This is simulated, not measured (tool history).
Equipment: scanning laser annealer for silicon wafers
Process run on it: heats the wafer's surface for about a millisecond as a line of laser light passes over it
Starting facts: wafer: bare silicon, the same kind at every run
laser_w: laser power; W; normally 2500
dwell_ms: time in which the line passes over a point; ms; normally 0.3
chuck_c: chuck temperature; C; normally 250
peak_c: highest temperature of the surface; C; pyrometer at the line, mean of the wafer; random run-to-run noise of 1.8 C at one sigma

Run 1, hour 0: usual settings. Result: peak_c 1066 C.
Run 2, hour 14.9: usual settings. Result: peak_c 1064 C.
Run 3, hour 30.1: usual settings but dwell_ms 0.238 ms. Result: peak_c 967 C.
Run 4, hour 52.1: usual settings but dwell_ms 0.238 ms. Result: peak_c 968 C.
Run 5, hour 64.3: usual settings but dwell_ms 0.238 ms. Result: peak_c 967 C.
Run 6, hour 74.1: usual settings but dwell_ms 0.353 ms. Result: peak_c 1137 C.
Run 7, hour 89.7: usual settings but laser_w 2460 W. Result: peak_c 1042 C.
Run 8, hour 106.1: usual settings but laser_w 2460 W. Result: peak_c 1044 C.
Run 9, hour 121.1: usual settings but dwell_ms 0.355 ms. Result: peak_c 1138 C.
Run 10, hour 143.4: usual settings but dwell_ms 0.355 ms. Result: peak_c 1137 C.
Run 11, hour 159: usual settings but laser_w 2350 W, dwell_ms 0.231 ms, chuck_c 280 C. Result: peak_c 925 C.
Run 12, hour 181: usual settings but laser_w 2305 W, dwell_ms 0.253 ms, chuck_c 255 C. Result: peak_c 913 C.

What will run 13 give?
Run 13, hour 199.7: usual settings but laser_w 2305 W, dwell_ms 0.253 ms, chuck_c 255 C. Result: peak_c ?.

{"run 13": {"peak_c": 918}}
Were there no unlogged condition in the tool, this run, its random variation unchanged, would have produced peak_c 938 C.
